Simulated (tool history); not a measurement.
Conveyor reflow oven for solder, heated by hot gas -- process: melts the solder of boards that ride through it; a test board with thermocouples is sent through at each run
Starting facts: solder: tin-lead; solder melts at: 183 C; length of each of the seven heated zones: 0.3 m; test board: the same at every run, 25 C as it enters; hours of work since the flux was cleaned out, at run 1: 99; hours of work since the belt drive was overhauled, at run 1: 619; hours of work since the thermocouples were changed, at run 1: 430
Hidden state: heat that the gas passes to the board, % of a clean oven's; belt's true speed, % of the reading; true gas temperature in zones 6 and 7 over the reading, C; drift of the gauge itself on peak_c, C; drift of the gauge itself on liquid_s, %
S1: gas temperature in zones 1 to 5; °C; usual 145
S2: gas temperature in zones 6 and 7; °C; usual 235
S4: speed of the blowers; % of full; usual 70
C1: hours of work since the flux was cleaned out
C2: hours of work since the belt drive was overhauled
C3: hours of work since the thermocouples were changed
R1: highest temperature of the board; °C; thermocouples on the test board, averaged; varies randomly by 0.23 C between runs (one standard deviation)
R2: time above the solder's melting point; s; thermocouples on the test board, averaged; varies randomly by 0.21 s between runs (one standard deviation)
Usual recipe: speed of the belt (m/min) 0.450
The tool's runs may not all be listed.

Run 1, hour 0.0: usual settings; C1 99; C2 619; C3 430. Result: R1 216.9 °C, R2 62.7 s.
Run 2, hour 12.8: usual settings; C1 107; C2 628; C3 438. Result: R1 217.3 °C, R2 62.4 s.
Run 3, hour 35.9: usual settings; C1 123; C2 643; C3 454. Result: R1 216.7 °C, R2 62.2 s.
Run 4, hour 49.3: usual settings; C1 132; C2 652; C3 463. Result: R1 217.1 °C, R2 62.6 s.
Run 5, hour 69.8: usual settings; C1 146; C2 666; C3 477. Result: R1 217.2 °C, R2 62.8 s.
Run 6, hour 80.0: usual settings; C1 153; C2 673; C3 484. Result: R1 216.9 °C, R2 62.2 s.
Run 7, hour 99.2: usual settings; C1 166; C2 686; C3 497. Result: R1 216.8 °C, R2 62.6 s.
Run 8, hour 121.4: usual settings; C1 181; C2 701; C3 511. Result: R1 216.9 °C, R2 62.3 s.
At hour 144.4: belt drive overhauled, speed set with a stopwatch.
Run 9, hour 148.3: usual settings; C1 196; C2 3; C3 527. Result: R1 216.5 °C, R2 61.9 s.
Run 10, hour 159.5: usual settings; C1 204; C2 10; C3 534. Result: R1 216.4 °C, R2 61.7 s.
Run 11, hour 172.7: usual settings; C1 213; C2 19; C3 543. Result: R1 216.2 °C, R2 61.7 s.
Run 12, hour 184.4: usual settings; C1 221; C2 27; C3 551. Result: R1 216.1 °C, R2 61.3 s.
Run 13, hour 201.9: usual settings; C1 232; C2 39; C3 563. Result: R1 216.7 °C, R2 61.9 s.
Run 14, hour 214.5: usual settings; C1 241; C2 47; C3 572. Result: R1 215.9 °C, R2 61.4 s.
Run 15, hour 224.9: usual settings but S1 133 °C, S2 227 °C, speed of the belt (m/min) 0.423, S4 78 % of full; C1 248; C2 54; C3 579. Result: R1 210.2 °C, R2 55.8 s.
Run 16, hour 241.1: usual settings but S1 133 °C, S2 227 °C, speed of the belt (m/min) 0.423, S4 78 % of full; C1 259; C2 65; C3 590. Result: R1 209.7 °C, R2 55.0 s.
Run 17, hour 258.7: usual settings but S2 231 °C, speed of the belt (m/min) 0.426, S4 58 % of full; C1 271; C2 77; C3 601. Result: R1 211.8 °C, R2 61.3 s.
Run 18, hour 269.7: usual settings but speed of the belt (m/min) 0.425, S4 61 % of full; C1 278; C2 85; C3 609. Result: R1 216.2 °C, R2 65.2 s.
Run 19, hour 292.6: usual settings but S1 139 °C, S2 233 °C, speed of the belt (m/min) 0.474, S4 78 % of full; C1 294; C2 100; C3 624. Result: R1 212.6 °C, R2 52.2 s.
Run 20, hour 302.9: usual settings but S1 142 °C, S2 242 °C, speed of the belt (m/min) 0.464, S4 67 % of full; C1 300; C2 107; C3 631. Result: R1 219.3 °C, R2 60.5 s.
Run 21, hour 313.3: usual settings but S1 142 °C, S2 242 °C, speed of the belt (m/min) 0.464, S4 67 % of full; C1 307; C2 114; C3 638. Result: R1 219.1 °C, R2 60.6 s.
Run 22, hour 337.5: usual settings but S1 142 °C, S2 234 °C, speed of the belt (m/min) 0.464, S4 63 % of full; C1 324; C2 130; C3 655. Result: R1 211.7 °C, R2 53.6 s.
Run 23, hour 348.8: usual settings but S1 142 °C, S2 234 °C, speed of the belt (m/min) 0.464, S4 63 % of full; C1 331; C2 138; C3 662. Result: R1 211.8 °C, R2 54.1 s.
Run 24, hour 364.6: usual settings but S1 142 °C, S2 234 °C, speed of the belt (m/min) 0.539, S4 84 % of full; C1 342; C2 149; C3 673. Result: R1 209.7 °C, R2 44.1 s.
Run 25, hour 386.9: usual settings but S1 131 °C, S2 234 °C, speed of the belt (m/min) 0.539, S4 84 % of full; C1 357; C2 164; C3 688. Result: R1 207.3 °C, R2 38.1 s.
Run 26, hour 400.4: usual settings but S1 152 °C, speed of the belt (m/min) 0.476, S4 60 % of full; C1 366; C2 173; C3 697. Result: R1 212.6 °C, R2 57.7 s.
Run 27, hour 411.2: usual settings but S1 152 °C, speed of the belt (m/min) 0.476, S4 60 % of full; C1 374; C2 180; C3 704. Result: R1 213.5 °C, R2 57.2 s.

4 options for the next run, each taken on its own from the tool as it stands now. Forecast them:
Run A, hour 425.1: usual settings but S1 157 °C, S2 245 °C, speed of the belt (m/min) 0.476; C1 383; C2 189; C3 714. Result: R1 ?, R2 ?.
Run B, hour 425.1: usual settings but S1 140 °C, speed of the belt (m/min) 0.526, S4 60 % of full; C1 383; C2 189; C3 714. Result: R1 ?, R2 ?.
Run C, hour 425.1: usual settings but S1 152 °C, S2 239 °C, speed of the belt (m/min) 0.476, S4 60 % of full; C1 383; C2 189; C3 714. Result: R1 ?, R2 ?.
Run D, hour 425.1: usual settings but S1 152 °C, S2 245 °C, speed of the belt (m/min) 0.476, S4 60 % of full; C1 383; C2 189; C3 714. Result: R1 ?, R2 ?.

run     R1    R2
  A  224.1  68.2
  B  206.9  40.2
  C  216.1  60.9
  D  220.9  63.8
Take away the tool's hidden state, keep each run's random variation, and the runs would have read:
run     R1    R2
  A  227.9  70.3
  B  210.9  44.6
  C  219.8  63.9
  D  224.7  66.4
